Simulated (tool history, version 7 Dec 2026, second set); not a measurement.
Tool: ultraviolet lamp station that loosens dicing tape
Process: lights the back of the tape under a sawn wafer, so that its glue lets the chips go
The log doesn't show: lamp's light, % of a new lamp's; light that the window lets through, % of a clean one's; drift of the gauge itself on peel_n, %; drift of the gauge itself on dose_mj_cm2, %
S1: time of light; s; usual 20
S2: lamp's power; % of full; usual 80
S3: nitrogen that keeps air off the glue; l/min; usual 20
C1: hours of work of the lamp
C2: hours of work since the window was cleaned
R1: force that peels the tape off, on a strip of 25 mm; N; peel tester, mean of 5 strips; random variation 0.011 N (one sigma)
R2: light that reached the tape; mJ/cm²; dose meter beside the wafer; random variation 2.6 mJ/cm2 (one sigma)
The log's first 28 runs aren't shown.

run,hour,S1,S2,S3,C1,C2,R1,R2
29,178.3,23,73,19,430,212,0.481,365
30,185.2,23,73,19,436,218,0.483,359
31,191.5,23,73,19,441,223,0.47,364
32,200.3,23,73,19,448,230,0.488,357
33,205.8,35,93,36,452,234,0.193,702
34,212.5,35,93,36,457,240,0.207,703
35,216.9,35,93,36,461,243,0.201,705
36,226.3,14,80,29,468,251,0.751,240
37,235.2,14,80,29,476,258,0.748,243
38,241.2,19,75,12,480,263,0.867,305
39,249.3,19,75,12,487,269,0.888,305
40,253.2,13,66,20,490,272,1.396,188
41,258.2,11,80,20,494,276,1.337,190
42,263.8,20,78,19,498,281,0.528,335
43,269.8,39,75,20,503,285,0.227,634

5 ways to go on from here, each from the tool as it stands after run 43. What would each give?
A,275.5,35,69,20,508,290,?,?
B,275.5,15,85,20,508,290,?,?
C,275.5,20,80,17,508,290,?,?
D,275.5,35,80,20,508,290,?,?
E,275.5,12,97,16,508,290,?,?

run,R1,R2
A,0.272,518
B,0.766,274
C,0.558,343
D,0.229,602
E,1.022,252
Without the tool's hidden state the same runs would have given:
run,R1,R2
A,0.271,519
B,0.764,274
C,0.557,344
D,0.229,603
E,1.02,252
